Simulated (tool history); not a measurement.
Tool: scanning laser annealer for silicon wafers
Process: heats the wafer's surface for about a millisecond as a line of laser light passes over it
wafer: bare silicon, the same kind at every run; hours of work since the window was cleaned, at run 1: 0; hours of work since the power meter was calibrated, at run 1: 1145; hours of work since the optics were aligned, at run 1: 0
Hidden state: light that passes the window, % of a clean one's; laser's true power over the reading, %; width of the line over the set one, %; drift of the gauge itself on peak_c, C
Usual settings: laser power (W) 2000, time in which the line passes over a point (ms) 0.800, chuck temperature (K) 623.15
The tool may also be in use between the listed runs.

run     day  laser power (W)  time in which the line passes over a point (ms)  chuck temperature (K)  hours of work since the window was cleaned  hours of work since the power meter was calibrated  hours of work since the optics were aligned  highest temperature of the surface (K)
  1   0.000             2000                                            0.800                 623.15                                           0                                                1145                                            0                                 1379.15
  2   2.904             2000                                            0.800                 623.15                                          32                                                1177                                           32                                 1381.15
  3   4.633             2000                                            0.800                 623.15                                          52                                                1196                                           52                                 1381.15
  4   6.000             2000                                            0.800                 628.15                                          67                                                1212                                           67                                 1383.15
  5   9.054             2000                                            0.800                 628.15                                         101                                                1246                                          101                                 1383.15
  6  10.796             2000                                            0.800                 628.15                                         121                                                1265                                          121                                 1382.15
  7  12.950             2000                                            0.800                 628.15                                         145                                                1289                                          145                                 1384.15
  8  15.550             1775                                            0.800                 623.15                                         174                                                1318                                          174                                 1290.15
  9  18.192             1775                                            0.800                 623.15                                         203                                                1348                                          203                                 1285.15
 10  20.483             1775                                            0.800                 623.15                                         229                                                1374                                          229                                 1285.15
 11  22.271             1775                                            0.800                 623.15                                         249                                                1394                                          249                                 1289.15
 12  23.758             1775                                            0.800                 623.15                                         266                                                1410                                          266                                 1287.15
 13  25.621             1775                                            0.800                 623.15                                         286                                                1431                                          286                                 1283.15
 14  28.333             1775                                            0.728                 596.15                                         317                                                1461                                          317                                 1231.15
 15  31.150             1775                                            0.728                 596.15                                         348                                                1493                                          348                                 1226.15
 16  33.888             1751                                            0.565                 596.15                                         379                                                1523                                          379                                 1157.15
 17  36.588             1792                                            0.711                 596.15                                         409                                                1554                                          409                                 1228.15
 18  39.446             1792                                            0.887                 596.15                                         441                                                1586                                          441                                 1289.15
 19  41.946             1799                                            0.929                 620.15                                         469                                                1613                                          469                                 1326.15
 20  43.696             1799                                            0.929                 620.15                                         488                                                1633                                          488                                 1329.15
 21  45.283             1799                                            0.929                 620.15                                         506                                                1651                                          506                                 1329.15
     47.104  -- window over the wafer cleaned
 22  47.325             1799                                            0.929                 620.15                                           2                                                1673                                          528                                 1337.15
 23  49.479             1918                                            0.760                 606.15                                          27                                                1697                                          552                                 1308.15
 24  52.104             2000                                            0.562                 623.15                                          56                                                1726                                          581                                 1269.15
 25  53.408             1847                                            0.683                 601.15                                          70                                                1741                                          596                                 1247.15

Hidden state or all else? Some run-to-run changes of highest temperature of the surface (K), split into what the settings, what came in and random variation would give without the hidden state, and what is left for the hidden state (with any gauge scatter that isn't in both results):
Run 7 -> 8: laser power (W) 2000 -> 1775, chuck temperature (K) 628.15 -> 623.15. highest temperature of the surface (K) -94.00: hidden state +1.00, all else -95.00.
Run 16 -> 17: laser power (W) 1751 -> 1792, time in which the line passes over a point (ms) 0.565 -> 0.711. highest temperature of the surface (K) +71.00: hidden state -2.00, all else +73.00.
Run 17 -> 18: time in which the line passes over a point (ms) 0.711 -> 0.887. highest temperature of the surface (K) +61.00: hidden state -3.00, all else +64.00.
Run 21 -> 22: window over the wafer cleaned. highest temperature of the surface (K) +8.00: hidden state +10.00, all else -2.00.
